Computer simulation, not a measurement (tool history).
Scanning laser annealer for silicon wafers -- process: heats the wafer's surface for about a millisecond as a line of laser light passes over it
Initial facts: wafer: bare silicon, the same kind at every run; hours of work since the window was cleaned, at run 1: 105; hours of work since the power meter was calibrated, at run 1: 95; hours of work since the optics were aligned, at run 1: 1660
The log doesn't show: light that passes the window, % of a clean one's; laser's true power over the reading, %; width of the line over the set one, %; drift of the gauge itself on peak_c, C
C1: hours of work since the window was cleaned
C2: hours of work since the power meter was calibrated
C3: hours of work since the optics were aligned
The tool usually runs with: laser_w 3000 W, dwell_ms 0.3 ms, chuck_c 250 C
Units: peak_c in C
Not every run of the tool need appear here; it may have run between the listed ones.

run 1 hour=0 | laser_w=3000 dwell_ms=0.3 chuck_c=250 | C1=105 C2=95 C3=1660 | peak_c=974
run 2 hour=11.7 | laser_w=3000 dwell_ms=0.3 chuck_c=250 | C1=110 C2=100 C3=1665 | peak_c=973
run 3 hour=25.6 | laser_w=3000 dwell_ms=0.229 chuck_c=250 | C1=115 C2=106 C3=1670 | peak_c=872
run 4 hour=37.8 | laser_w=3000 dwell_ms=0.229 chuck_c=250 | C1=120 C2=111 C3=1675 | peak_c=876
run 5 hour=54.6 | laser_w=3000 dwell_ms=0.229 chuck_c=250 | C1=127 C2=117 C3=1682 | peak_c=871
run 6 hour=65.8 | laser_w=3000 dwell_ms=0.229 chuck_c=250 | C1=131 C2=122 C3=1686 | peak_c=874
run 7 hour=77.3 | laser_w=3000 dwell_ms=0.229 chuck_c=250 | C1=136 C2=126 C3=1691 | peak_c=874
run 8 hour=85.3 | laser_w=3000 dwell_ms=0.364 chuck_c=250 | C1=139 C2=130 C3=1694 | peak_c=1056
run 9 hour=93.9 | laser_w=3000 dwell_ms=0.364 chuck_c=269 | C1=143 C2=133 C3=1698 | peak_c=1074
run 10 hour=107.1 | laser_w=2592 dwell_ms=0.3 chuck_c=250 | C1=148 C2=138 C3=1703 | peak_c=870
run 11 hour=123 | laser_w=2592 dwell_ms=0.3 chuck_c=250 | C1=154 C2=145 C3=1709 | peak_c=870
run 12 hour=137.2 | laser_w=3000 dwell_ms=0.377 chuck_c=250 | C1=160 C2=151 C3=1715 | peak_c=1069
run 13 hour=149.5 | laser_w=3000 dwell_ms=0.377 chuck_c=250 | C1=165 C2=156 C3=1720 | peak_c=1068
run 14 hour=165.5 | laser_w=3000 dwell_ms=0.377 chuck_c=250 | C1=172 C2=162 C3=1726 | peak_c=1070
run 15 hour=174.1 | laser_w=3000 dwell_ms=0.377 chuck_c=250 | C1=175 C2=165 C3=1730 | peak_c=1069
run 16 hour=182.2 | laser_w=3000 dwell_ms=0.377 chuck_c=250 | C1=178 C2=169 C3=1733 | peak_c=1068
run 17 hour=197.1 | laser_w=3000 dwell_ms=0.377 chuck_c=250 | C1=184 C2=175 C3=1739 | peak_c=1066
run 18 hour=209.3 | laser_w=3000 dwell_ms=0.273 chuck_c=250 | C1=189 C2=180 C3=1744 | peak_c=937
run 19 hour=218.5 | laser_w=3000 dwell_ms=0.3 chuck_c=250 | C1=193 C2=183 C3=1748 | peak_c=974
run 20 hour=232.2 | laser_w=3000 dwell_ms=0.3 chuck_c=250 | C1=198 C2=189 C3=1753 | peak_c=971
run 21 hour=240.8 | laser_w=3093 dwell_ms=0.345 chuck_c=241 | C1=202 C2=192 C3=1757 | peak_c=1046
run 22 hour=251.9 | laser_w=2857 dwell_ms=0.286 chuck_c=261 | C1=206 C2=197 C3=1761 | peak_c=930
run 23 hour=266.5 | laser_w=2954 dwell_ms=0.347 chuck_c=284 | C1=212 C2=203 C3=1767 | peak_c=1054
run 24 hour=283.8 | laser_w=2954 dwell_ms=0.347 chuck_c=284 | C1=219 C2=210 C3=1774 | peak_c=1054
run 25 hour=299.5 | laser_w=2954 dwell_ms=0.347 chuck_c=284 | C1=226 C2=216 C3=1780 | peak_c=1054
run 26 hour=308.8 | laser_w=2954 dwell_ms=0.347 chuck_c=284 | C1=229 C2=220 C3=1784 | peak_c=1053
run 27 hour=324 | laser_w=2954 dwell_ms=0.347 chuck_c=284 | C1=235 C2=226 C3=1790 | peak_c=1053
run 28 hour=336.3 | laser_w=2580 dwell_ms=0.296 chuck_c=247 | C1=240 C2=231 C3=1795 | peak_c=858
-- hour=339.9 window over the wafer cleaned
run 29 hour=351 | laser_w=2701 dwell_ms=0.255 chuck_c=263 | C1=4 C2=236 C3=1800 | peak_c=852
run 30 hour=358.2 | laser_w=2701 dwell_ms=0.255 chuck_c=263 | C1=7 C2=239 C3=1803 | peak_c=853
run 31 hour=376 | laser_w=2655 dwell_ms=0.33 chuck_c=242 | C1=15 C2=246 C3=1810 | peak_c=909
run 32 hour=385.8 | laser_w=2655 dwell_ms=0.252 chuck_c=237 | C1=18 C2=250 C3=1814 | peak_c=809
run 33 hour=402.4 | laser_w=2655 dwell_ms=0.252 chuck_c=237 | C1=25 C2=257 C3=1821 | peak_c=810
run 34 hour=411.4 | laser_w=2655 dwell_ms=0.252 chuck_c=237 | C1=29 C2=260 C3=1825 | peak_c=814
-- hour=426.7 window over the wafer cleaned, once more
run 35 hour=431.1 | laser_w=2655 dwell_ms=0.33 chuck_c=237 | C1=2 C2=267 C3=1832 | peak_c=911
run 36 hour=446.6 | laser_w=2655 dwell_ms=0.33 chuck_c=237 | C1=8 C2=274 C3=1838 | peak_c=912
run 37 hour=455.2 | laser_w=3035 dwell_ms=0.213 chuck_c=218 | C1=11 C2=277 C3=1842 | peak_c=828
run 38 hour=468.8 | laser_w=3035 dwell_ms=0.374 chuck_c=218 | C1=17 C2=282 C3=1847 | peak_c=1050
run 39 hour=486.5 | laser_w=2639 dwell_ms=0.316 chuck_c=229 | C1=24 C2=290 C3=1854 | peak_c=886
run 40 hour=500.1 | laser_w=2625 dwell_ms=0.3 chuck_c=221 | C1=30 C2=295 C3=1860 | peak_c=852

Alternative continuations, all from the tool just after run 40; predict every row:
run A hour=513.2 | laser_w=3000 dwell_ms=0.217 chuck_c=248 | C1=35 C2=300 C3=1865 | peak_c=?
run B hour=513.2 | laser_w=2945 dwell_ms=0.283 chuck_c=229 | C1=35 C2=300 C3=1865 | peak_c=?
run C hour=513.2 | laser_w=2634 dwell_ms=0.345 chuck_c=226 | C1=35 C2=300 C3=1865 | peak_c=?
run D hour=513.2 | laser_w=2982 dwell_ms=0.3 chuck_c=227 | C1=35 C2=300 C3=1865 | peak_c=?

run=A peak_c=861
run=B peak_c=918
run=C peak_c=908
run=D peak_c=950
Without the tool's hidden state the same runs would have given:
run=A peak_c=865
run=B peak_c=923
run=C peak_c=913
run=D peak_c=955
